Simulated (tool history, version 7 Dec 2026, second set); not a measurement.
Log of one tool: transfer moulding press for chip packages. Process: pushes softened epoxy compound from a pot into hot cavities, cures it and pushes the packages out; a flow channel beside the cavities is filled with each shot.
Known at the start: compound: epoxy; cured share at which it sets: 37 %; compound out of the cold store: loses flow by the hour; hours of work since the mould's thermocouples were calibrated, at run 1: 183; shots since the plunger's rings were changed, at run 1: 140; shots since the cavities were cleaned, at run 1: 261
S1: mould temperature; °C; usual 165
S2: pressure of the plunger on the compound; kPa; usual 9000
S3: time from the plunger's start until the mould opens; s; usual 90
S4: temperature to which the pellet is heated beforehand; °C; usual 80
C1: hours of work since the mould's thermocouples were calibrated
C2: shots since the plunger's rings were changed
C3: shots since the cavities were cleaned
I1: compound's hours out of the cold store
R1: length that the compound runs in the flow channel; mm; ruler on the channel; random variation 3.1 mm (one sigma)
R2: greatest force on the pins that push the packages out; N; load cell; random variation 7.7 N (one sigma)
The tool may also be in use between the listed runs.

run   hour   S1     S2   S3  S4   C1    C2   C3    I1   R1   R2
  1    0.0  165   9000   90  80  183   140  261  29.2  766  446
  2   10.3  165   9000   90  80  190   277  398  10.2  824  502
  3   15.4  165   9000   90  86  193   344  465  10.6  822  502
      19.4  -- cavities cleaned with cleaning compound and waxed
  4   27.3  165   9000   90  86  201   484  107   8.8  833  384
  5   36.5  165   9000   90  86  207   605  228  21.9  775  427
  6   44.8  165   9000   90  86  213   716  339  27.3  765  468
  7   50.4  165   9000   90  86  216   790  413   8.7  830  486
      57.9  -- cavities cleaned with cleaning compound and waxed
  8   60.3  165   9000   90  86  222   902   32  18.4  793  350
  9   66.0  165   9000   90  86  226   978  108  35.6  730  383
 10   76.1  165   9000   90  86  233  1112  242  20.8  780  442
 11   83.5  164   9000   90  80  238  1211  341  32.1  751  490
 12   88.5  165   9000   90  80  242  1277  407   9.7  821  504
      96.6  -- cavities cleaned with cleaning compound and waxed
 13  100.0  165   9000  105  80  249  1410   45  44.4  711  320
 14  106.3  165   9000  105  80  253  1494  129  13.4  809  357
 15  114.9  165   8300  105  80  259  1609  244  31.3  713  395
 16  123.6  165   8050   90  81  265  1724  359  28.7  715  485
 17  130.0  163  10870  102  71  269  1810  445  28.0  838  499
     134.9  -- cavities cleaned with cleaning compound and waxed
 18  137.7  168   9000   97  80  274  1893   38  30.9  741  314
 19  148.4  168   9000   97  80  281  2035  180  14.9  790  360
 20  157.8  168   9000   97  80  288  2160  305  25.6  756  399
 21  167.2  159   7450  121  86  294  2284  429  41.8  662  464
     173.2  -- cavities cleaned with cleaning compound and waxed
 22  177.2  165   9000   74  88  300  2398   53  29.6  744  490
 23  187.7  165   9000   74  82  307  2537  192  44.4  697  556
 24  198.1  165   9000  107  82  314  2676  331  38.4  721  401
 25  206.3  165   8880  107  85  320  2785  440  17.0  783  452
     211.8  -- cavities cleaned with cleaning compound and waxed
 26  216.3  160   9290   75  85  326  2898   60  40.2  740  686
 27  220.9  163   9000   95  82  329  2960  122  29.9  753  388
 28  226.0  165   7630  123  80  333  3027  189  20.3  712  349

Some steps in R1 between neighbouring runs. How much of each would the tool show without its hidden state too (settings, what came in, random variation), and how much is left for the hidden state, with any gauge scatter that isn't in both results?
The hidden state here: true mould temperature over the reading, C; pressure that reaches the compound, % of what is set; grip of the stained cavities, % over clean ones'; drift of the gauge itself on flow_mm, %; drift of the gauge itself on push_out_n, %.
Run 11 -> 12: S1 164 -> 165. R1 +70 mm: hidden state -2, all else +72.
Run 12 -> 13: S3 90 -> 105, cavities cleaned with cleaning compound and waxed. R1 -110 mm: hidden state +1, all else -111.
Run 16 -> 17: S1 165 -> 163, S2 8050 -> 10870, S3 90 -> 102, S4 81 -> 71. R1 +123 mm: hidden state -2, all else +125.
